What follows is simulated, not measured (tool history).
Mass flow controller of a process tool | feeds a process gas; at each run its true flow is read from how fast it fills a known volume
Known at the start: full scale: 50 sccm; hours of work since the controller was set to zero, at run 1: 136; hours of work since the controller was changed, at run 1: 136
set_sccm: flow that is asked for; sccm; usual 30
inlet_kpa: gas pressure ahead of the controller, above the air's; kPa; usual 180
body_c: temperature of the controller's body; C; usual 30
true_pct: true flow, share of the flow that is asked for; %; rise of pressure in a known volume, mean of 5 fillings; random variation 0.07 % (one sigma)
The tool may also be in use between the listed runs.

run    hour  set_sccm  inlet_kpa  body_c  hours of work since the controller was set to zero  hours of work since the controller was changed  true_pct
  1     0.0        30        180      30                                                 136                                             136     98.96
  2   230.4        30        180      30                                                 248                                             248     98.87
  3   389.1        30        180      30                                                 324                                             324     98.93
  4   506.2         5        180      30                                                 381                                             381     97.67
  5   648.0         5        180      30                                                 449                                             449     97.63
  6   788.4        30        180      27                                                 517                                             517     98.96
  7   989.0        30        180      27                                                 614                                             614     99.20
  8  1162.5        30        171      30                                                 698                                             698     98.80
  9  1314.8        30        171      30                                                 771                                             771     98.85
 10  1425.2        30        180      30                                                 824                                             824     98.95
 11  1582.5        30        180      30                                                 900                                             900     98.97
 12  1774.3        30        180      30                                                 993                                             993     98.99
 13  1933.8        30        180      30                                                1070                                            1070     98.91
 14  2087.5        30        180      30                                                1144                                            1144     98.95
 15  2199.6        30        180      30                                                1198                                            1198     98.92
 16  2412.6        30        180      30                                                1301                                            1301     98.95
 17  2556.6        30        213      30                                                1371                                            1371     98.88
 18  2791.9        30        252      30                                                1484                                            1484     98.65
 19  2921.7        30        252      30                                                1547                                            1547     98.77
 20  3104.2        30        180      39                                                1635                                            1635     98.41
 21  3341.9        30        180      39                                                1750                                            1750     98.33
 22  3552.0        30        180      30                                                1851                                            1851     98.83
 23  3792.0        30        180      30                                                1967                                            1967     98.84
 24  3915.5        30        180      30                                                2027                                            2027     98.92
 25  4064.4        30        167      36                                                2099                                            2099     98.61
 26  4205.7        30        167      36                                                2167                                            2167     98.59
 27  4306.4        30        203      36                                                2215                                            2215     98.45
 28  4531.3        30        203      36                                                2324                                            2324     98.59
 29  4703.1        30        180      31                                                2407                                            2407     98.79
 30  4942.0        30        208      38                                                2522                                            2522     98.42
 31  5068.7        25        178      30                                                2583                                            2583     98.67
 32  5214.1         7        236      30                                                2654                                            2654     96.61
 33  5344.0         7        236      30                                                2716                                            2716     96.64
 34  5485.4        10        236      22                                                2785                                            2785     97.77
 35  5687.0         7        154      29                                                2882                                            2882     96.68
 36  5807.4        11        252      26                                                2940                                            2940     97.59
 37  6045.9        16        180      24                                                3055                                            3055     98.44
 38  6170.5        16        180      24                                                3115                                            3115     98.42
 39  6291.1        45        180      38                                                3173                                            3173     99.22
 40  6440.7        45        180      38                                                3246                                            3246     99.24
 41  6670.9        45        180      38                                                3357                                            3357     99.06
 42  6909.1        30        238      30                                                3472                                            3472     98.84
 43  7035.6        30        238      30                                                3533                                            3533     98.81
 44  7242.5        11        259      30                                                3633                                            3633     96.99
 45  7396.2        24        211      30                                                3707                                            3707     98.52
 46  7542.2        24        211      30                                                3777                                            3777     98.50
 47  7778.4        30        168      30                                                3891                                            3891     98.91
 48  7959.4        20        236      28                                                3979                                            3979     98.27

Some steps in true_pct between neighbouring runs. How much of each would the tool show without its hidden state too (settings, what came in, random variation), and how much is left for the hidden state, with any gauge scatter that isn't in both results?
The hidden state here: flow at rest that the sensor doesn't see, % of full scale; true flow over the shown one, %; drift of the gauge itself on true_pct, %.
Run 31 -> 32: set_sccm 25 -> 7, inlet_kpa 178 -> 236. true_pct -2.06 %: hidden state -1.23, all else -0.83.
Run 43 -> 44: set_sccm 30 -> 11, inlet_kpa 238 -> 259. true_pct -1.82 %: hidden state -0.93, all else -0.89.
Run 44 -> 45: set_sccm 11 -> 24, inlet_kpa 259 -> 211. true_pct +1.53 %: hidden state +0.80, all else +0.73.

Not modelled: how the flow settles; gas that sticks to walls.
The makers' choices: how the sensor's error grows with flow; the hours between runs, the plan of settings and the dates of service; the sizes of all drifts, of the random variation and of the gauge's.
